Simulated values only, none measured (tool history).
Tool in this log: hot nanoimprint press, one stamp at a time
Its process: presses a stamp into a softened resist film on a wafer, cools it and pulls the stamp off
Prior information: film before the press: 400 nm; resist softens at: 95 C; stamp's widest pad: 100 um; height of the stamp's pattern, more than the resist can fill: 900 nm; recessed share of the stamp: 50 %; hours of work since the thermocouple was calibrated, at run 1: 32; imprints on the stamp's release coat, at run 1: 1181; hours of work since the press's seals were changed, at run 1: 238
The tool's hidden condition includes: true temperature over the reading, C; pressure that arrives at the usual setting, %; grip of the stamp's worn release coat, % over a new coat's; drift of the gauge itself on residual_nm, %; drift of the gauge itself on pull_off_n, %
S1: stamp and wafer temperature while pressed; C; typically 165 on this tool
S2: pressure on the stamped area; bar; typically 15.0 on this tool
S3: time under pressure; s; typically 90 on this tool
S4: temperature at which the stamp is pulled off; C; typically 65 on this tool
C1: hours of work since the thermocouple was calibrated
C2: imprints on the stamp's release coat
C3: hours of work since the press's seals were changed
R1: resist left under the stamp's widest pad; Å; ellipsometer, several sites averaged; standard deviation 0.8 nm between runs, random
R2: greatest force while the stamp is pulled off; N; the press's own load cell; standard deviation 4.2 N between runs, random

run 1 hour=0.0 | S1=165 S2=15.0 S3=90 S4=65 | C1=32 C2=1181 C3=238 | R1=1535 R2=264
run 2 hour=49.4 | S1=165 S2=15.0 S3=90 S4=65 | C1=58 C2=1372 C3=264 | R1=1537 R2=270
run 3 hour=76.1 | S1=165 S2=15.0 S3=90 S4=65 | C1=72 C2=1476 C3=278 | R1=1549 R2=272
run 4 hour=105.4 | S1=165 S2=15.0 S3=90 S4=65 | C1=88 C2=1589 C3=294 | R1=1552 R2=284
run 5 hour=160.2 | S1=165 S2=15.0 S3=90 S4=65 | C1=117 C2=1801 C3=323 | R1=1559 R2=287
run 6 hour=193.8 | S1=165 S2=15.0 S3=90 S4=65 | C1=135 C2=1932 C3=341 | R1=1553 R2=301
-- hour=220.0 stamp cleaned and given a new release coat
run 7 hour=239.1 | S1=165 S2=15.0 S3=90 S4=65 | C1=156 C2=74 C3=362 | R1=1563 R2=212
run 8 hour=295.7 | S1=170 S2=15.0 S3=90 S4=65 | C1=186 C2=293 C3=392 | R1=1269 R2=225
run 9 hour=329.2 | S1=170 S2=15.0 S3=90 S4=65 | C1=204 C2=423 C3=410 | R1=1268 R2=224
run 10 hour=385.3 | S1=165 S2=18.9 S3=90 S4=65 | C1=234 C2=640 C3=440 | R1=1450 R2=231
-- hour=422.3 plate thermocouple calibrated
run 11 hour=452.8 | S1=165 S2=15.0 S3=141 S4=65 | C1=16 C2=890 C3=474 | R1=1283 R2=240
run 12 hour=511.5 | S1=165 S2=15.0 S3=90 S4=58 | C1=48 C2=1117 C3=506 | R1=1568 R2=294

Run 13 comes next. What will it give?
run 13 hour=541.0 | S1=165 S2=15.0 S3=90 S4=58 | C1=63 C2=1231 C3=522 | R1=? R2=?

{"run 13": {"R1": 1564, "R2": 300}}
The same run, on a tool lacking any hidden state, would have yielded R1 1506 Å, R2 233 N.

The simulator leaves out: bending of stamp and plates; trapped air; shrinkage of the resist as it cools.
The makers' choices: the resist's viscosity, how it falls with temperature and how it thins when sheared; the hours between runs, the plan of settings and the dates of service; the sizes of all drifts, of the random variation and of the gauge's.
